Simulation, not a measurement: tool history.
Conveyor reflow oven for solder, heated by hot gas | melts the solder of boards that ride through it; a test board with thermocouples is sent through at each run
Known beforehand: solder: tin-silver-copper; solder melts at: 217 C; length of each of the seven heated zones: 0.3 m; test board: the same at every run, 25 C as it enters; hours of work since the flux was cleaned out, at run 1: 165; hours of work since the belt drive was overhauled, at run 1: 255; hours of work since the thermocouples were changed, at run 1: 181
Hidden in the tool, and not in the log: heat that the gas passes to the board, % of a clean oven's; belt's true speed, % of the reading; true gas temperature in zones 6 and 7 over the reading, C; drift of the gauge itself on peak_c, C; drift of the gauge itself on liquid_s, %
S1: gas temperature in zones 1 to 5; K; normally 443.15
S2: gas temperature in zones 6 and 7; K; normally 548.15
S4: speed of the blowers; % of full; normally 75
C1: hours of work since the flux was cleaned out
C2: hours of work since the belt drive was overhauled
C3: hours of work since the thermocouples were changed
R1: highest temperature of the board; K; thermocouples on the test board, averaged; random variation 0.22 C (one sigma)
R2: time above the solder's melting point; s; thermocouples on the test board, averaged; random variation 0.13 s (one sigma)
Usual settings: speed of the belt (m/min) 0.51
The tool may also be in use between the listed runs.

run 1 hour=0 | S1=443.15 S2=548.15 speed_of_the_belt_(m/min)=0.51 S4=75 | C1=165 C2=255 C3=181 | R1=531.85 R2=55.4
run 2 hour=10.9 | S1=443.15 S2=548.15 speed_of_the_belt_(m/min)=0.51 S4=75 | C1=171 C2=261 C3=187 | R1=532.05 R2=55.6
run 3 hour=23.2 | S1=443.15 S2=548.15 speed_of_the_belt_(m/min)=0.51 S4=75 | C1=177 C2=268 C3=194 | R1=531.95 R2=55.4
run 4 hour=39.4 | S1=443.15 S2=548.15 speed_of_the_belt_(m/min)=0.51 S4=75 | C1=186 C2=276 C3=202 | R1=532.35 R2=55.8
run 5 hour=51.3 | S1=443.15 S2=551.15 speed_of_the_belt_(m/min)=0.51 S4=75 | C1=192 C2=283 C3=209 | R1=534.35 R2=56.7
run 6 hour=66.2 | S1=443.15 S2=551.15 speed_of_the_belt_(m/min)=0.51 S4=75 | C1=200 C2=291 C3=217 | R1=534.45 R2=56.9
run 7 hour=74.5 | S1=443.15 S2=548.15 speed_of_the_belt_(m/min)=0.51 S4=75 | C1=205 C2=295 C3=221 | R1=531.85 R2=55.5
-- hour=92.5 flux residue cleaned out of gas plates and filters
run 8 hour=95.4 | S1=443.15 S2=548.15 speed_of_the_belt_(m/min)=0.51 S4=75 | C1=2 C2=304 C3=230 | R1=531.75 R2=55.4
run 9 hour=108.8 | S1=443.15 S2=548.15 speed_of_the_belt_(m/min)=0.51 S4=75 | C1=9 C2=311 C3=237 | R1=531.95 R2=55.6
run 10 hour=116 | S1=437.15 S2=548.15 speed_of_the_belt_(m/min)=0.51 S4=75 | C1=13 C2=315 C3=241 | R1=531.15 R2=53.1
run 11 hour=125 | S1=428.15 S2=548.15 speed_of_the_belt_(m/min)=0.43 S4=75 | C1=18 C2=320 C3=246 | R1=535.25 R2=64.6
run 12 hour=132.3 | S1=428.15 S2=548.15 speed_of_the_belt_(m/min)=0.43 S4=75 | C1=21 C2=324 C3=250 | R1=535.35 R2=64.5
run 13 hour=143 | S1=428.15 S2=548.15 speed_of_the_belt_(m/min)=0.43 S4=75 | C1=27 C2=329 C3=255 | R1=535.35 R2=64.4
run 14 hour=156.2 | S1=443.15 S2=552.15 speed_of_the_belt_(m/min)=0.51 S4=75 | C1=34 C2=337 C3=263 | R1=535.45 R2=57.6
run 15 hour=164.5 | S1=436.15 S2=555.15 speed_of_the_belt_(m/min)=0.51 S4=75 | C1=39 C2=341 C3=267 | R1=536.75 R2=56.2
run 16 hour=175.8 | S1=436.15 S2=555.15 speed_of_the_belt_(m/min)=0.51 S4=75 | C1=45 C2=347 C3=273 | R1=537.05 R2=56.4
run 17 hour=187.4 | S1=436.15 S2=555.15 speed_of_the_belt_(m/min)=0.585 S4=75 | C1=51 C2=353 C3=279 | R1=531.25 R2=45.7
run 18 hour=200.5 | S1=457.15 S2=555.15 speed_of_the_belt_(m/min)=0.585 S4=75 | C1=58 C2=360 C3=286 | R1=535.55 R2=53.6
run 19 hour=211.3 | S1=457.15 S2=555.15 speed_of_the_belt_(m/min)=0.585 S4=75 | C1=64 C2=366 C3=292 | R1=536.05 R2=53.5
run 20 hour=228.1 | S1=457.15 S2=555.15 speed_of_the_belt_(m/min)=0.472 S4=62 | C1=73 C2=375 C3=301 | R1=539.95 R2=69.1

Here are 5 independent what-if runs from the current tool condition. What would each one return?
run A hour=244.2 | S1=457.15 S2=555.15 speed_of_the_belt_(m/min)=0.496 S4=62 | C1=82 C2=384 C3=310 | R1=? R2=?
run B hour=244.2 | S1=440.15 S2=555.15 speed_of_the_belt_(m/min)=0.452 S4=71 | C1=82 C2=384 C3=310 | R1=? R2=?
run C hour=244.2 | S1=443.15 S2=552.15 speed_of_the_belt_(m/min)=0.51 S4=75 | C1=82 C2=384 C3=310 | R1=? R2=?
run D hour=244.2 | S1=443.15 S2=548.15 speed_of_the_belt_(m/min)=0.6 S4=75 | C1=82 C2=384 C3=310 | R1=? R2=?
run E hour=244.2 | S1=430.15 S2=548.15 speed_of_the_belt_(m/min)=0.607 S4=75 | C1=82 C2=384 C3=310 | R1=? R2=?

run=A R1=537.95 R2=64.6
run=B R1=540.65 R2=66.9
run=C R1=535.55 R2=57.4
run=D R1=526.05 R2=43.2
run=E R1=522.65 R2=37.7
Without the tool's hidden state the same runs would have given:
run=A R1=538.05 R2=64.6
run=B R1=540.65 R2=66.9
run=C R1=535.55 R2=57.4
run=D R1=526.05 R2=43.2
run=E R1=522.65 R2=37.7

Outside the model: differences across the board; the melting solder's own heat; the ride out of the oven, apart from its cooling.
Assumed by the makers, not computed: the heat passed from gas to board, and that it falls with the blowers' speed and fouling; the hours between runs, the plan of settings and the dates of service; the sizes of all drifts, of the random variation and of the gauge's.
